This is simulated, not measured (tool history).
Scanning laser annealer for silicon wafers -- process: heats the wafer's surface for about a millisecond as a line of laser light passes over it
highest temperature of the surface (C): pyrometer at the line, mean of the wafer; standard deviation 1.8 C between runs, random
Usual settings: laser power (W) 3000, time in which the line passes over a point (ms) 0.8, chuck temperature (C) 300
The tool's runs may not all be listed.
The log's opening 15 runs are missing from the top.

run,hour,laser power (W),time in which the line passes over a point (ms),chuck temperature (C),highest temperature of the surface (C)
16,106.5,3178,0.8,300,1045
17,112.3,3000,0.8,300,993
18,119.2,3000,0.8,300,993
19,125.2,3000,0.637,300,923
# hour 128.4: window over the wafer cleaned, once more
20,136.4,3000,0.681,300,973
21,143.8,3000,0.681,300,971
22,149.6,3029,0.814,316,1053
23,158.2,3152,0.911,316,1134
24,165,3152,0.911,316,1133
25,172.5,3152,0.911,316,1132
26,181.6,3152,0.911,316,1130
27,187,2922,0.836,322,1034
28,190.9,3025,0.565,283,904
29,196.9,2637,0.8,300,912
30,203.7,2699,0.635,301,867
31,212.2,3000,0.895,307,1067
32,217.2,3000,0.929,290,1061
33,226.5,2768,0.565,300,853

The next listed run, before its measurement:
34,232,2921,0.638,261,?

Run 34 produced highest temperature of the surface (C) 886.
With no hidden state in the tool, this same run would have given highest temperature of the surface (C) 897.

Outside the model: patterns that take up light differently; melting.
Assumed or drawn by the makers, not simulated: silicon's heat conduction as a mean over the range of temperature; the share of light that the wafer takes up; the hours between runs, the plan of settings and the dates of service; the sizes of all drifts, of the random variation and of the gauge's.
